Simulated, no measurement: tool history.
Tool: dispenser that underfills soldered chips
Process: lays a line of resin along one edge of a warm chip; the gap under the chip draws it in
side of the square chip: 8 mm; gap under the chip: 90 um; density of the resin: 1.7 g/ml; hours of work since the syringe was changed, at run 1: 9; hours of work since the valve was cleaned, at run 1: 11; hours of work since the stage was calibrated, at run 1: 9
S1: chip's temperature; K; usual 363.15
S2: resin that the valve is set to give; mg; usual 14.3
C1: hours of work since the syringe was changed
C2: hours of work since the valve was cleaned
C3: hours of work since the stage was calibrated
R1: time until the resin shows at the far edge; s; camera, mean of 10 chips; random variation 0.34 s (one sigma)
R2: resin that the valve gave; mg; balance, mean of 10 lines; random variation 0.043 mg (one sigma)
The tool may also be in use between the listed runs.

run 1 day=0 | S1=363.15 S2=14.3 | C1=9 C2=11 C3=9 | R1=20.5 R2=14.18
-- day=0.179 new syringe of resin
run 2 day=0.179 | S1=349.15 S2=14.3 | C1=0 C2=14 C3=12 | R1=26.8 R2=14.23
run 3 day=0.383 | S1=349.15 S2=14.3 | C1=4 C2=18 C3=15 | R1=29.3 R2=14.11
run 4 day=0.583 | S1=363.15 S2=14.3 | C1=7 C2=21 C3=19 | R1=19.9 R2=14.13
run 5 day=0.758 | S1=363.15 S2=14.3 | C1=10 C2=25 C3=22 | R1=23 R2=14.11
-- day=0.862 new syringe of resin
run 6 day=1.017 | S1=363.15 S2=14.3 | C1=3 C2=29 C3=26 | R1=17.9 R2=14.08
run 7 day=1.417 | S1=363.15 S2=14.3 | C1=10 C2=36 C3=33 | R1=22.5 R2=14
-- day=1.542 new syringe of resin
run 8 day=1.604 | S1=363.15 S2=16.3 | C1=1 C2=39 C3=36 | R1=17.1 R2=16.01
run 9 day=1.979 | S1=366.15 S2=13.5 | C1=8 C2=46 C3=43 | R1=18.3 R2=13.16
-- day=2.229 new syringe of resin
run 10 day=2.367 | S1=355.15 S2=14.8 | C1=2 C2=52 C3=49 | R1=23.4 R2=14.32
run 11 day=2.55 | S1=358.15 S2=18.6 | C1=6 C2=55 C3=52 | R1=23.2 R2=18.1
run 12 day=2.858 | S1=372.15 S2=13.7 | C1=11 C2=61 C3=58 | R1=17.3 R2=13.31
-- day=2.904 new syringe of resin
run 13 day=3.188 | S1=372.15 S2=13.7 | C1=5 C2=66 C3=63 | R1=14.3 R2=13.11

Measured less the same run without the tool's hidden state. The same run-to-run variation is in both; the gauge's scatter may not be:
The hidden state here: resin's viscosity, % of fresh resin's; dose that the valve gives, % of what is set; true chip temperature over the reading, C; drift of the gauge itself on fill_s, %; drift of the gauge itself on given_mg, %.
run=1 R1=+4.5 R2=-0.08
run=2 R1=+0.2 R2=-0.1
run=3 R1=+3.6 R2=-0.13
run=4 R1=+4.3 R2=-0.16
run=5 R1=+6.6 R2=-0.19
run=6 R1=+1.5 R2=-0.21
run=7 R1=+6.1 R2=-0.27
run=8 R1=+0.3 R2=-0.34
run=9 R1=+3.9 R2=-0.33
run=10 R1=+2 R2=-0.41
run=11 R1=+4 R2=-0.56
run=12 R1=+5.4 R2=-0.46
run=13 R1=+2.1 R2=-0.49
